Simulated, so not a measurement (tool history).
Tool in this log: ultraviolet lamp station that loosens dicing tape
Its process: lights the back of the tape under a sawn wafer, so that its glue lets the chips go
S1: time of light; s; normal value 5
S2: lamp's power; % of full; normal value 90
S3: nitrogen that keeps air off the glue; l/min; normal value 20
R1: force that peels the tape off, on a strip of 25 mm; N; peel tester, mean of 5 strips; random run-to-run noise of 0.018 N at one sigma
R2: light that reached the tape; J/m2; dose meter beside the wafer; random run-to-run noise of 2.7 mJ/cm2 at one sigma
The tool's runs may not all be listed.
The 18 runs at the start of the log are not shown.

Run 19, hour 594.6: usual settings but S3 11 l/min. Result: R1 1.956 N, R2 3000 J/m2.
Run 20, hour 616.8: usual settings but S1 6 s, S3 12 l/min. Result: R1 1.341 N, R2 3520 J/m2.
Run 21, hour 662.4: usual settings but S2 81 % of full, S3 12 l/min. Result: R1 2.292 N, R2 2660 J/m2.
Run 22, hour 706.5: usual settings but S2 81 % of full, S3 12 l/min. Result: R1 2.181 N, R2 2640 J/m2.
Run 23, hour 743.3: usual settings but S2 81 % of full, S3 12 l/min. Result: R1 2.231 N, R2 2630 J/m2.
Run 24, hour 784.7: usual settings but S1 6 s, S2 93 % of full, S3 7 l/min. Result: R1 1.979 N, R2 3480 J/m2.
Run 25, hour 805: usual settings but S1 8 s, S2 69 % of full, S3 39 l/min. Result: R1 0.59 N, R2 3530 J/m2.
Run 26, hour 844.5: usual settings but S1 3 s, S2 80 % of full, S3 39 l/min. Result: R1 2.823 N, R2 1530 J/m2.
Run 27, hour 883.4: usual settings but S1 3 s, S2 80 % of full, S3 39 l/min. Result: R1 2.862 N, R2 1480 J/m2.
Run 28, hour 928.3: usual settings but S2 97 % of full, S3 7 l/min. Result: R1 2.523 N, R2 3010 J/m2.
Run 29, hour 949.9: usual settings but S1 9 s, S2 84 % of full. Result: R1 0.505 N, R2 4630 J/m2.
Run 30, hour 974.9: usual settings but S1 9 s, S2 84 % of full. Result: R1 0.521 N, R2 4570 J/m2.
Run 31, hour 1008.6: usual settings but S1 2 s, S2 87 % of full. Result: R1 4.877 N, R2 1050 J/m2.
Run 32, hour 1053.1: usual settings but S1 6 s, S2 82 % of full, S3 29 l/min. Result: R1 1.034 N, R2 2970 J/m2.

Below are 5 alternative next runs, each starting from the tool's condition after run 32. Predict each:
Run A, hour 1080.8: usual settings but S1 3 s, S2 68 % of full, S3 29 l/min. Result: R1 ?, R2 ?.
Run B, hour 1080.8: usual settings but S1 6 s, S2 73 % of full, S3 9 l/min. Result: R1 ?, R2 ?.
Run C, hour 1080.8: usual settings but S2 83 % of full, S3 7 l/min. Result: R1 ?, R2 ?.
Run D, hour 1080.8: usual settings but S1 6 s, S2 62 % of full, S3 29 l/min. Result: R1 ?, R2 ?.
Run E, hour 1080.8: usual settings but S1 2 s, S2 89 % of full. Result: R1 ?, R2 ?.

run     R1    R2
  A  3.827  1180
  B  2.648  2670
  C  3.057  2480
  D  1.762  2200
  E  4.828  1050
Had the tool no hidden state, the same runs would have come out as:
run     R1    R2
  A  2.759  1600
  B  1.701  3580
  C  2.073  3320
  D  1.017  2960
  E  3.737  1420
